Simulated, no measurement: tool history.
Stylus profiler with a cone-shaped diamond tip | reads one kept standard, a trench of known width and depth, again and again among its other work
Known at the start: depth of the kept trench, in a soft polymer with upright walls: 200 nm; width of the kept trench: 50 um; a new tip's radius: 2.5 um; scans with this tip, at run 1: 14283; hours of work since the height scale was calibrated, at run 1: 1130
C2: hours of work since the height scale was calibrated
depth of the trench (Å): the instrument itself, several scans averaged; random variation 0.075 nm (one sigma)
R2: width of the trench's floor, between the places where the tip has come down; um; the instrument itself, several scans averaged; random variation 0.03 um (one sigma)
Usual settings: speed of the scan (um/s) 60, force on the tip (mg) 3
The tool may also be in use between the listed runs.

{"run": 1, "hour": 0.0, "speed of the scan (um/s)": 60, "force on the tip (mg)": 3, "scans with this tip": 14283, "C2": 1130, "depth of the trench (Å)": 2010.1, "R2": 47.27}
{"run": 2, "hour": 24.1, "speed of the scan (um/s)": 60, "force on the tip (mg)": 3, "scans with this tip": 14507, "C2": 1148, "depth of the trench (Å)": 2011.6, "R2": 47.2}
{"run": 3, "hour": 56.9, "speed of the scan (um/s)": 60, "force on the tip (mg)": 4.65, "scans with this tip": 14812, "C2": 1172, "depth of the trench (Å)": 2017, "R2": 47.27}
{"run": 4, "hour": 99.9, "speed of the scan (um/s)": 49, "force on the tip (mg)": 3, "scans with this tip": 15212, "C2": 1204, "depth of the trench (Å)": 2011, "R2": 47.25}
{"hour": 103.8, "done": "height scale calibrated on a step standard"}
{"run": 5, "hour": 143.1, "speed of the scan (um/s)": 60, "force on the tip (mg)": 6.21, "scans with this tip": 15608, "C2": 29, "depth of the trench (Å)": 2016.7, "R2": 47.23}
{"run": 6, "hour": 173.9, "speed of the scan (um/s)": 60, "force on the tip (mg)": 6.21, "scans with this tip": 15895, "C2": 52, "depth of the trench (Å)": 2016.7, "R2": 47.24}
{"run": 7, "hour": 221.2, "speed of the scan (um/s)": 101, "force on the tip (mg)": 3.92, "scans with this tip": 16334, "C2": 86, "depth of the trench (Å)": 2009, "R2": 47.02}
{"run": 8, "hour": 267.0, "speed of the scan (um/s)": 78, "force on the tip (mg)": 2.15, "scans with this tip": 16760, "C2": 120, "depth of the trench (Å)": 1999.9, "R2": 47.02}
{"run": 9, "hour": 292.7, "speed of the scan (um/s)": 34, "force on the tip (mg)": 3, "scans with this tip": 16999, "C2": 139, "depth of the trench (Å)": 2003.1, "R2": 47.25}
{"run": 10, "hour": 329.8, "speed of the scan (um/s)": 19, "force on the tip (mg)": 7.66, "scans with this tip": 17344, "C2": 166, "depth of the trench (Å)": 2020.6, "R2": 47.19}

Measured less the same run without the tool's hidden state. The same run-to-run variation is in both; the gauge's scatter may not be:
The hidden state here: radius of the tip, um; height scale over the true one, %; drift of the gauge itself on depth_nm, %; drift of the gauge itself on floor_um, %.
run=1 depth_of_the_trench_(Å)=-9 R2=-0.68
run=2 depth_of_the_trench_(Å)=-9.1 R2=-0.69
run=3 depth_of_the_trench_(Å)=-9.3 R2=-0.7
run=4 depth_of_the_trench_(Å)=-9.6 R2=-0.71
run=5 depth_of_the_trench_(Å)=-15.6 R2=-0.73
run=6 depth_of_the_trench_(Å)=-15.8 R2=-0.74
run=7 depth_of_the_trench_(Å)=-16 R2=-0.76
run=8 depth_of_the_trench_(Å)=-16.2 R2=-0.77
run=9 depth_of_the_trench_(Å)=-16.5 R2=-0.79
run=10 depth_of_the_trench_(Å)=-16.9 R2=-0.8
